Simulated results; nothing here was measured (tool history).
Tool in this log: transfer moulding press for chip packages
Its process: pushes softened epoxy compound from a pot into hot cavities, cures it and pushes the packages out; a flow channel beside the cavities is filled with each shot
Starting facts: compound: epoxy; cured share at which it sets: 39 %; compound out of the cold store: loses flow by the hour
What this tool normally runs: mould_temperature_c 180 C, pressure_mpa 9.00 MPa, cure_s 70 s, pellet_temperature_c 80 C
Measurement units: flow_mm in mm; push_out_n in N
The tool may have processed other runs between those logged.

run	day	mould_temperature_c	pressure_mpa	cure_s	pellet_temperature_c	incoming compound's hours out of the cold store	flow_mm	push_out_n
1	0.000	180	9.00	70	80	24.7	844	585
# day 0.400: cavities cleaned with cleaning compound and waxed
2	1.292	180	9.00	70	80	10.5	887	563
# day 2.838: cavities cleaned with cleaning compound and waxed
3	3.762	180	9.00	70	76	29.1	808	530
# day 5.104: cavities cleaned with cleaning compound and waxed
4	5.796	180	7.63	70	80	38.8	709	487
# day 7.438: cavities cleaned with cleaning compound and waxed
# day 7.654: mould's thermocouples calibrated
5	8.033	180	7.63	70	80	32.3	737	464
# day 9.862: cavities cleaned with cleaning compound and waxed
6	10.492	180	7.63	70	80	13.4	772	518
7	11.967	180	9.00	70	80	17.9	810	646
# day 12.296: cavities cleaned with cleaning compound and waxed
# day 13.054: plunger's sealing rings changed
8	14.508	180	9.00	70	80	18.1	892	622
# day 14.788: cavities cleaned with cleaning compound and waxed
9	15.783	180	9.00	70	80	14.2	915	543
# day 17.150: cavities cleaned with cleaning compound and waxed
10	17.154	180	9.00	70	80	10.7	913	407
11	18.629	180	9.00	70	80	17.9	864	599
# day 19.500: cavities cleaned with cleaning compound and waxed
12	21.471	180	9.00	70	80	42.4	785	590
# day 21.742: cavities cleaned with cleaning compound and waxed
# day 23.979: cavities cleaned with cleaning compound and waxed
13	24.250	180	9.00	70	80	13.3	873	459
14	25.925	180	8.20	55	80	28.9	776	1148
# day 26.317: cavities cleaned with cleaning compound and waxed
15	27.546	173	7.40	76	80	21.0	781	804
# day 28.567: cavities cleaned with cleaning compound and waxed
16	29.583	173	7.23	82	82	39.8	693	591
# day 30.383: mould's thermocouples calibrated
# day 30.871: cavities cleaned with cleaning compound and waxed
17	31.658	174	9.08	60	72	14.3	857	1203
# day 33.033: plunger's sealing rings changed
# day 33.375: cavities cleaned with cleaning compound and waxed
18	33.425	174	9.08	60	72	31.7	877	863
19	34.812	174	9.08	60	72	34.4	862	1286
# day 35.788: cavities cleaned with cleaning compound and waxed
20	37.562	177	7.76	60	72	17.8	835	1165
# day 38.000: cavities cleaned with cleaning compound and waxed
21	39.958	186	7.76	77	72	44.8	710	446
# day 40.417: cavities cleaned with cleaning compound and waxed
22	41.867	186	8.24	77	74	41.2	732	423
# day 42.704: cavities cleaned with cleaning compound and waxed
23	43.338	184	9.00	67	80	33.2	793	444
# day 45.058: cavities cleaned with cleaning compound and waxed
24	45.662	184	9.00	67	80	17.1	822	457
# day 47.362: cavities cleaned with cleaning compound and waxed
25	48.467	184	9.00	67	80	39.9	757	458
# day 49.700: cavities cleaned with cleaning compound and waxed
26	50.575	180	8.43	70	86	31.1	752	531

Some steps in flow_mm, run to run, broken into two amounts with sign: the step expected even without the hidden condition (settings, incoming material, random variation), and the rest, left for the hidden condition together with whatever gauge scatter is not in both the measured and the hidden-condition-free result:
Unlogged tool condition in this case: true mould temperature over the reading, C; pressure that reaches the compound, % of what is set; grip of the stained cavities, % over clean ones'; drift of the gauge itself on flow_mm, %; drift of the gauge itself on push_out_n, %.
Run 7 -> 8: cavities cleaned with cleaning compound and waxed, plunger's sealing rings changed. flow_mm +82 mm: hidden state +78, all else +4.
Run 16 -> 17: mould_temperature_c 173 -> 174, pressure_mpa 7.23 -> 9.08, cure_s 82 -> 60, pellet_temperature_c 82 -> 72, mould's thermocouples calibrated, cavities cleaned with cleaning compound and waxed. flow_mm +164 mm: hidden state -28, all else +192.
Run 17 -> 18: plunger's sealing rings changed, cavities cleaned with cleaning compound and waxed. flow_mm +20 mm: hidden state +86, all else -66.
Run 20 -> 21: mould_temperature_c 177 -> 186, cure_s 60 -> 77, cavities cleaned with cleaning compound and waxed. flow_mm -125 mm: hidden state -8, all else -117.
